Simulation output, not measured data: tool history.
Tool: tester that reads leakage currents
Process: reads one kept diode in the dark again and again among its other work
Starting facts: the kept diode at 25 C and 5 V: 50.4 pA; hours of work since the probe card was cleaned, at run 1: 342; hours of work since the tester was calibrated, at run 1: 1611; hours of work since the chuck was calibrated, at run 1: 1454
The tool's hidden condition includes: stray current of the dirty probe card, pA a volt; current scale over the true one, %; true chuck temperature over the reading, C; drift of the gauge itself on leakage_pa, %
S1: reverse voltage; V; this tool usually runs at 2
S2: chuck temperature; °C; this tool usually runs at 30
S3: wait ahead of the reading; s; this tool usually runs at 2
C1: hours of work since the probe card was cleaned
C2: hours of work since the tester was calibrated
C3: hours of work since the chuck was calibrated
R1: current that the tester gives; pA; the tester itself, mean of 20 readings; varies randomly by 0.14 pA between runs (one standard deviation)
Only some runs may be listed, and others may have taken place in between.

Run 1, day 0: usual settings; C1 342; C2 1611; C3 1454. Result: R1 44.17 pA.
Run 2, day 1.142: usual settings but S1 9.92 V; C1 362; C2 1630; C3 1473. Result: R1 109.86 pA.
Run 3, day 3.35: usual settings but S3 9.64 s; C1 399; C2 1667; C3 1510. Result: R1 44.31 pA.
Run 4, day 5.179: usual settings; C1 429; C2 1698; C3 1541. Result: R1 44.18 pA.
Run 5, day 6.621: usual settings; C1 453; C2 1722; C3 1565. Result: R1 43.94 pA.
Run 6, day 8.829: usual settings; C1 491; C2 1759; C3 1602. Result: R1 44.28 pA.
Run 7, day 9.825: usual settings; C1 507; C2 1776; C3 1619. Result: R1 44.34 pA.
Run 8, day 11.525: usual settings; C1 536; C2 1804; C3 1647. Result: R1 44.15 pA.
Run 9, day 13.779: usual settings; C1 573; C2 1842; C3 1685. Result: R1 44.34 pA.
Run 10, day 15.962: usual settings; C1 610; C2 1878; C3 1722. Result: R1 43.8 pA.
Run 11, day 17.75: usual settings; C1 640; C2 1908; C3 1752. Result: R1 44.3 pA.
Run 12, day 19.462: usual settings; C1 669; C2 1937; C3 1781. Result: R1 43.99 pA.
Run 13, day 21.279: usual settings; C1 699; C2 1968; C3 1811. Result: R1 44.34 pA.
At day 23.775: chuck's temperature calibrated.
Run 14, day 23.775: usual settings; C1 740; C2 2008; C3 0. Result: R1 44.43 pA.
Run 15, day 25.562: usual settings; C1 770; C2 2038; C3 30. Result: R1 44.41 pA.
Run 16, day 26.983: usual settings; C1 794; C2 2062; C3 54. Result: R1 44.33 pA.
Run 17, day 28.188: usual settings; C1 814; C2 2082; C3 74. Result: R1 44.2 pA.
Run 18, day 29.75: usual settings; C1 840; C2 2108; C3 100. Result: R1 44.04 pA.
Run 19, day 31.433: usual settings but S2 24 °C, S3 0.76 s; C1 868; C2 2137; C3 128. Result: R1 28.02 pA.
Run 20, day 33.308: usual settings but S2 24 °C, S3 0.76 s; C1 900; C2 2168; C3 160. Result: R1 27.79 pA.

Run 21 is up next; what results do you expect?
Run 21, day 35.642: usual settings but S3 7.25 s; C1 939; C2 2207; C3 199. Result: R1 ?.

Run 21 produced R1 44.28 pA.
If the tool had no hidden condition, the same run with the same run-to-run variation would have returned R1 44.25 pA.
